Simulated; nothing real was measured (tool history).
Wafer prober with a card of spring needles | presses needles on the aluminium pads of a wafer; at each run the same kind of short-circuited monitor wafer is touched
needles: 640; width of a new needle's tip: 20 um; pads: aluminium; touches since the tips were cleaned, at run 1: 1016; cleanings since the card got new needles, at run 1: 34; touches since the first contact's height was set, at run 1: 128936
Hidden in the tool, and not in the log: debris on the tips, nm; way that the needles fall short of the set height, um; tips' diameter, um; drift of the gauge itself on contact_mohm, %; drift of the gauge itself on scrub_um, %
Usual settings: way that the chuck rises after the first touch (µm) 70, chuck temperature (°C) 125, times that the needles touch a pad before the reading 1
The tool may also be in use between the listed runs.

run	hour	way that the chuck rises after the first touch (µm)	chuck temperature (°C)	times that the needles touch a pad before the reading	touches since the tips were cleaned	cleanings since the card got new needles	touches since the first contact's height was set	resistance of one needle with its contact and lead (mohm)	way that a needle slides on the pad (µm)
1	0	70	125	1	1016	34	128936	173	18.47
# hour 4.8: tips cleaned on abrasive film
2	9.5	70	125	1	2162	35	133235	174	18.45
# hour 13: tips cleaned on abrasive film
3	18.7	70	125	1	2568	36	137379	172	18.45
# hour 20.9: tips cleaned on abrasive film
# hour 27.9: tips cleaned on abrasive film
4	32.3	70	125	1	2020	38	143513	171	18.55
# hour 35.2: tips cleaned on abrasive film
# hour 42.5: tips cleaned on abrasive film
5	42.5	65	125	1	0	40	148110	175	17.32
# hour 49.5: tips cleaned on abrasive film
# hour 56.9: tips cleaned on abrasive film
6	58.3	70	125	1	624	42	155240	174	18.67
# hour 64.7: tips cleaned on abrasive film
7	67	70	125	1	1068	43	159170	174	18.65
# hour 72.5: tips cleaned on abrasive film
8	79.2	70	125	3	3045	44	164696	173	18.64
# hour 80.2: tips cleaned on abrasive film
9	87	70	125	3	3111	45	168229	171	18.66
# hour 88.3: tips cleaned on abrasive film
# hour 96.1: tips cleaned on abrasive film
10	100.6	70	125	3	2052	47	174363	169	18.6
# hour 103.8: tips cleaned on abrasive film
11	109	70	125	3	2374	48	178141	168	18.65
# hour 111.2: tips cleaned on abrasive film
# hour 118.5: tips cleaned on abrasive film
12	121.1	70	54	1	1188	50	183600	161	18.65
# hour 125.6: tips cleaned on abrasive film
13	129.7	50	125	3	1870	51	187488	181	13.35
# hour 133: tips cleaned on abrasive film
# hour 140.6: tips cleaned on abrasive film
14	142.6	71	125	2	876	53	193270	173	18.84
# hour 147.6: tips cleaned on abrasive film
15	149.8	54	29	1	983	54	196519	160	14.44
# hour 155.2: tips cleaned on abrasive film
16	157.8	70	52	3	1189	55	200138	158	18.75
# hour 162.8: tips cleaned on abrasive film
17	164.8	70	52	3	927	56	203326	162	18.64
# hour 170.6: tips cleaned on abrasive film
18	176.4	69	65	2	2625	57	208549	168	18.43
# hour 178.8: tips cleaned on abrasive film
# hour 186.7: tips cleaned on abrasive film
19	186.7	69	48	2	0	59	213203	161	18.5
# hour 194.2: tips cleaned on abrasive film
20	199.3	79	86	1	2320	60	218915	165	21.02
# hour 201.2: tips cleaned on abrasive film
# hour 203.4: height of the first contact set anew
# hour 209.1: tips cleaned on abrasive film
21	210.5	75	35	2	626	62	3189	159	20.12
# hour 216.4: tips cleaned on abrasive film
22	221	57	65	1	2092	63	7958	164	15.23
# hour 223.8: tips cleaned on abrasive film
# hour 231.4: tips cleaned on abrasive film
23	231.5	81	61	1	39	65	12660	158	21.65
# hour 238.4: tips cleaned on abrasive film
24	244.7	75	52	2	2895	66	18658	160	20.07

Forecast each of these 4 alternatives for the next run:
# hour 245.8: tips cleaned on abrasive film
# hour 253.3: tips cleaned on abrasive film
A	259.3	89	109	2	2751	68	25228	?	?
# hour 245.8: tips cleaned on abrasive film
# hour 253.3: tips cleaned on abrasive film
B	259.3	75	48	2	2751	68	25228	?	?
# hour 245.8: tips cleaned on abrasive film
# hour 253.3: tips cleaned on abrasive film
C	259.3	62	32	2	2751	68	25228	?	?
# hour 245.8: tips cleaned on abrasive film
# hour 253.3: tips cleaned on abrasive film
D	259.3	70	29	1	2751	68	25228	?	?

run	resistance of one needle with its contact and lead (mohm)	way that a needle slides on the pad (µm)
A	169	23.84
B	162	20.22
C	157	16.67
D	157	18.83
Without the tool's hidden state the same runs would have given:
run	resistance of one needle with its contact and lead (mohm)	way that a needle slides on the pad (µm)
A	169	23.41
B	162	19.87
C	156	16.38
D	157	18.5
